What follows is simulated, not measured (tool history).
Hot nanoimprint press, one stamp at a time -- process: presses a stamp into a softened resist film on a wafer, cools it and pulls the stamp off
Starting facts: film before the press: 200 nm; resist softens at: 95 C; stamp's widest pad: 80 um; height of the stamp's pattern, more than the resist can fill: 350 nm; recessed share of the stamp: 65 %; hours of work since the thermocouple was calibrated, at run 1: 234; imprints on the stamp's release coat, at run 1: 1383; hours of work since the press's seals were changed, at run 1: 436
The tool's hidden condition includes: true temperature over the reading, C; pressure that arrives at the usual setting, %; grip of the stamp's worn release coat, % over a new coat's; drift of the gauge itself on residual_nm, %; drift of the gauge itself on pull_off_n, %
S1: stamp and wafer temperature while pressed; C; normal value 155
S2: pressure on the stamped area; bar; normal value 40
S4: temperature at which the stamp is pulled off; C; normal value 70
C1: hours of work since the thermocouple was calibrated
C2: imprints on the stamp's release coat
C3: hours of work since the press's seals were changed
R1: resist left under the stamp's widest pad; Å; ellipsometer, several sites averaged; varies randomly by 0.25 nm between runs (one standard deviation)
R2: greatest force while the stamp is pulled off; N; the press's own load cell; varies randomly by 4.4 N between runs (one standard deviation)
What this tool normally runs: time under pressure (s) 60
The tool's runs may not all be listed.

{"run": 1, "hour": 0.0, "S1": 155, "S2": 40, "time under pressure (s)": 60, "S4": 70, "C1": 234, "C2": 1383, "C3": 436, "R1": 1049, "R2": 225}
{"run": 2, "hour": 20.5, "S1": 155, "S2": 40, "time under pressure (s)": 60, "S4": 70, "C1": 249, "C2": 1503, "C3": 452, "R1": 1052, "R2": 206}
{"run": 3, "hour": 35.9, "S1": 155, "S2": 40, "time under pressure (s)": 60, "S4": 70, "C1": 261, "C2": 1594, "C3": 463, "R1": 1052, "R2": 216}
{"hour": 55.4, "done": "stamp cleaned and given a new release coat"}
{"run": 4, "hour": 64.4, "S1": 155, "S2": 40, "time under pressure (s)": 110, "S4": 70, "C1": 278, "C2": 53, "C3": 480, "R1": 850, "R2": 210}
{"run": 5, "hour": 75.8, "S1": 155, "S2": 40, "time under pressure (s)": 110, "S4": 70, "C1": 286, "C2": 120, "C3": 489, "R1": 848, "R2": 219}
{"hour": 90.3, "done": "plate thermocouple calibrated"}
{"run": 6, "hour": 94.8, "S1": 160, "S2": 40, "time under pressure (s)": 110, "S4": 70, "C1": 3, "C2": 214, "C3": 501, "R1": 707, "R2": 216}
{"run": 7, "hour": 116.7, "S1": 155, "S2": 40, "time under pressure (s)": 60, "S4": 70, "C1": 20, "C2": 343, "C3": 517, "R1": 1054, "R2": 211}
{"run": 8, "hour": 138.0, "S1": 155, "S2": 40, "time under pressure (s)": 60, "S4": 70, "C1": 36, "C2": 468, "C3": 533, "R1": 1059, "R2": 216}
{"run": 9, "hour": 152.9, "S1": 155, "S2": 40, "time under pressure (s)": 60, "S4": 70, "C1": 47, "C2": 556, "C3": 544, "R1": 1053, "R2": 217}
{"run": 10, "hour": 171.7, "S1": 155, "S2": 40, "time under pressure (s)": 54, "S4": 70, "C1": 61, "C2": 667, "C3": 558, "R1": 1096, "R2": 215}
{"run": 11, "hour": 184.1, "S1": 155, "S2": 40, "time under pressure (s)": 60, "S4": 70, "C1": 70, "C2": 740, "C3": 568, "R1": 1060, "R2": 210}
{"run": 12, "hour": 196.3, "S1": 155, "S2": 40, "time under pressure (s)": 60, "S4": 70, "C1": 80, "C2": 812, "C3": 577, "R1": 1057, "R2": 222}
{"run": 13, "hour": 209.0, "S1": 155, "S2": 40, "time under pressure (s)": 60, "S4": 70, "C1": 89, "C2": 887, "C3": 586, "R1": 1059, "R2": 220}
{"run": 14, "hour": 222.2, "S1": 155, "S2": 40, "time under pressure (s)": 97, "S4": 70, "C1": 99, "C2": 964, "C3": 596, "R1": 897, "R2": 219}
{"run": 15, "hour": 233.5, "S1": 155, "S2": 40, "time under pressure (s)": 97, "S4": 70, "C1": 108, "C2": 1031, "C3": 605, "R1": 893, "R2": 206}
{"run": 16, "hour": 250.5, "S1": 155, "S2": 40, "time under pressure (s)": 97, "S4": 70, "C1": 120, "C2": 1131, "C3": 618, "R1": 893, "R2": 207}
{"run": 17, "hour": 261.6, "S1": 155, "S2": 40, "time under pressure (s)": 97, "S4": 70, "C1": 129, "C2": 1196, "C3": 626, "R1": 893, "R2": 213}
{"run": 18, "hour": 274.3, "S1": 155, "S2": 40, "time under pressure (s)": 97, "S4": 70, "C1": 138, "C2": 1272, "C3": 635, "R1": 896, "R2": 211}
{"run": 19, "hour": 291.4, "S1": 155, "S2": 40, "time under pressure (s)": 97, "S4": 70, "C1": 151, "C2": 1372, "C3": 648, "R1": 894, "R2": 217}
{"run": 20, "hour": 311.2, "S1": 155, "S2": 40, "time under pressure (s)": 33, "S4": 69, "C1": 166, "C2": 1488, "C3": 663, "R1": 1281, "R2": 211}
{"run": 21, "hour": 332.7, "S1": 155, "S2": 40, "time under pressure (s)": 33, "S4": 69, "C1": 182, "C2": 1615, "C3": 679, "R1": 1276, "R2": 216}
{"hour": 348.6, "done": "stamp cleaned and given a new release coat"}
{"run": 22, "hour": 351.1, "S1": 153, "S2": 40, "time under pressure (s)": 33, "S4": 63, "C1": 191, "C2": 14, "C3": 689, "R1": 1357, "R2": 224}
{"run": 23, "hour": 370.6, "S1": 153, "S2": 40, "time under pressure (s)": 33, "S4": 63, "C1": 206, "C2": 129, "C3": 703, "R1": 1352, "R2": 231}
{"run": 24, "hour": 388.2, "S1": 147, "S2": 40, "time under pressure (s)": 33, "S4": 63, "C1": 219, "C2": 233, "C3": 717, "R1": 1557, "R2": 229}
{"run": 25, "hour": 400.7, "S1": 147, "S2": 40, "time under pressure (s)": 33, "S4": 63, "C1": 229, "C2": 306, "C3": 726, "R1": 1559, "R2": 222}
{"run": 26, "hour": 410.8, "S1": 147, "S2": 40, "time under pressure (s)": 33, "S4": 63, "C1": 236, "C2": 366, "C3": 733, "R1": 1558, "R2": 230}
{"run": 27, "hour": 424.7, "S1": 143, "S2": 54.2, "time under pressure (s)": 67, "S4": 63, "C1": 247, "C2": 448, "C3": 744, "R1": 1336, "R2": 228}
{"run": 28, "hour": 438.6, "S1": 155, "S2": 40, "time under pressure (s)": 42, "S4": 70, "C1": 257, "C2": 530, "C3": 754, "R1": 1199, "R2": 212}
{"run": 29, "hour": 457.6, "S1": 152, "S2": 61.6, "time under pressure (s)": 38, "S4": 58, "C1": 271, "C2": 641, "C3": 769, "R1": 1139, "R2": 238}

Below are 4 alternative next runs, each starting from the tool's condition after run 29. Predict each:
{"run": "A", "hour": 479.9, "S1": 152, "S2": 42.3, "time under pressure (s)": 46, "S4": 58, "C1": 288, "C2": 773, "C3": 785, "R1": "?", "R2": "?"}
{"run": "B", "hour": 479.9, "S1": 148, "S2": 40, "time under pressure (s)": 38, "S4": 70, "C1": 288, "C2": 773, "C3": 785, "R1": "?", "R2": "?"}
{"run": "C", "hour": 479.9, "S1": 149, "S2": 39.9, "time under pressure (s)": 83, "S4": 70, "C1": 288, "C2": 773, "C3": 785, "R1": "?", "R2": "?"}
{"run": "D", "hour": 479.9, "S1": 164, "S2": 47.9, "time under pressure (s)": 75, "S4": 70, "C1": 288, "C2": 773, "C3": 785, "R1": "?", "R2": "?"}

run=A R1=1245 R2=232
run=B R1=1489 R2=221
run=C R1=1164 R2=218
run=D R1=668 R2=213
Without the tool's hidden state the same runs would have given:
run=A R1=1225 R2=231
run=B R1=1465 R2=221
run=C R1=1145 R2=218
run=D R1=657 R2=212
